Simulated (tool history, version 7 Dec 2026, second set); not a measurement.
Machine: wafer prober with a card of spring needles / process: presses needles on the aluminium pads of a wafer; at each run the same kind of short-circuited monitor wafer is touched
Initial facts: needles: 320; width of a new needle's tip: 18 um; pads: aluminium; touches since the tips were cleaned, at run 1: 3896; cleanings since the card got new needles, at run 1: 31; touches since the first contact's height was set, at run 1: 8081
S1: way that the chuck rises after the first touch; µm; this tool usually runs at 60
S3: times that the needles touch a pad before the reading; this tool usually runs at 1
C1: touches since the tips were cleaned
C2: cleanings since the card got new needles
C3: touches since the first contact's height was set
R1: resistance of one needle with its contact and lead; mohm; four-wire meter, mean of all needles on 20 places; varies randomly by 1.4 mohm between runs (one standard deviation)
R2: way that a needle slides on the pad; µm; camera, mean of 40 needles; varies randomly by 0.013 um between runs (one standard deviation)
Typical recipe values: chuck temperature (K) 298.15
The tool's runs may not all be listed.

run 1 hour=0 | S1=60 chuck_temperature_(K)=298.15 S3=1 | C1=3896 C2=31 C3=8081 | R1=120 R2=15.86
-- hour=5.8 tips cleaned on abrasive film
run 2 hour=13.6 | S1=60 chuck_temperature_(K)=298.15 S3=1 | C1=2617 C2=32 C3=12585 | R1=121 R2=15.87
run 3 hour=20.5 | S1=60 chuck_temperature_(K)=298.15 S3=1 | C1=4908 C2=32 C3=14876 | R1=119 R2=15.88
-- hour=22.8 tips cleaned on abrasive film
run 4 hour=35.2 | S1=60 chuck_temperature_(K)=298.15 S3=1 | C1=4121 C2=33 C3=19721 | R1=117 R2=15.86
-- hour=39.7 tips cleaned on abrasive film
run 5 hour=48.3 | S1=60 chuck_temperature_(K)=298.15 S3=1 | C1=2877 C2=34 C3=24062 | R1=120 R2=15.9
-- hour=56.6 tips cleaned on abrasive film
run 6 hour=63.3 | S1=60 chuck_temperature_(K)=298.15 S3=1 | C1=2234 C2=35 C3=29014 | R1=121 R2=15.88
run 7 hour=71.5 | S1=60 chuck_temperature_(K)=298.15 S3=1 | C1=4936 C2=35 C3=31716 | R1=118 R2=15.88
-- hour=73.9 tips cleaned on abrasive film
run 8 hour=83.3 | S1=60 chuck_temperature_(K)=298.15 S3=2 | C1=3135 C2=36 C3=35622 | R1=119 R2=15.87
-- hour=91.1 tips cleaned on abrasive film
run 9 hour=92.4 | S1=60 chuck_temperature_(K)=298.15 S3=2 | C1=422 C2=37 C3=38601 | R1=118 R2=15.89
run 10 hour=107.6 | S1=60 chuck_temperature_(K)=308.15 S3=1 | C1=5490 C2=37 C3=43669 | R1=119 R2=15.88
-- hour=108.6 tips cleaned on abrasive film
run 11 hour=119.1 | S1=60 chuck_temperature_(K)=308.15 S3=1 | C1=3494 C2=38 C3=47476 | R1=122 R2=15.88
-- hour=125.8 tips cleaned on abrasive film
run 12 hour=129.8 | S1=52 chuck_temperature_(K)=298.15 S3=1 | C1=1333 C2=39 C3=50999 | R1=122 R2=13.77
-- hour=142.8 tips cleaned on abrasive film
run 13 hour=145.1 | S1=52 chuck_temperature_(K)=298.15 S3=1 | C1=765 C2=40 C3=56038 | R1=121 R2=13.75
run 14 hour=153.6 | S1=60 chuck_temperature_(K)=332.15 S3=1 | C1=3616 C2=40 C3=58889 | R1=123 R2=15.88
-- hour=159.8 tips cleaned on abrasive film
run 15 hour=162.8 | S1=52 chuck_temperature_(K)=312.15 S3=1 | C1=1003 C2=41 C3=61906 | R1=123 R2=13.77
-- hour=177 tips cleaned on abrasive film
run 16 hour=177.9 | S1=54 chuck_temperature_(K)=298.15 S3=1 | C1=300 C2=42 C3=66894 | R1=121 R2=14.29

What does the tool deliver on the next run?
run 17 hour=186.9 | S1=66 chuck_temperature_(K)=348.15 S3=1 | C1=3276 C2=42 C3=69870 | R1=? R2=?

R1: 125 mohm
R2: 17.48 µm
Had the tool carried no hidden state, the very same run would have given R1 125 mohm, R2 17.48 µm.

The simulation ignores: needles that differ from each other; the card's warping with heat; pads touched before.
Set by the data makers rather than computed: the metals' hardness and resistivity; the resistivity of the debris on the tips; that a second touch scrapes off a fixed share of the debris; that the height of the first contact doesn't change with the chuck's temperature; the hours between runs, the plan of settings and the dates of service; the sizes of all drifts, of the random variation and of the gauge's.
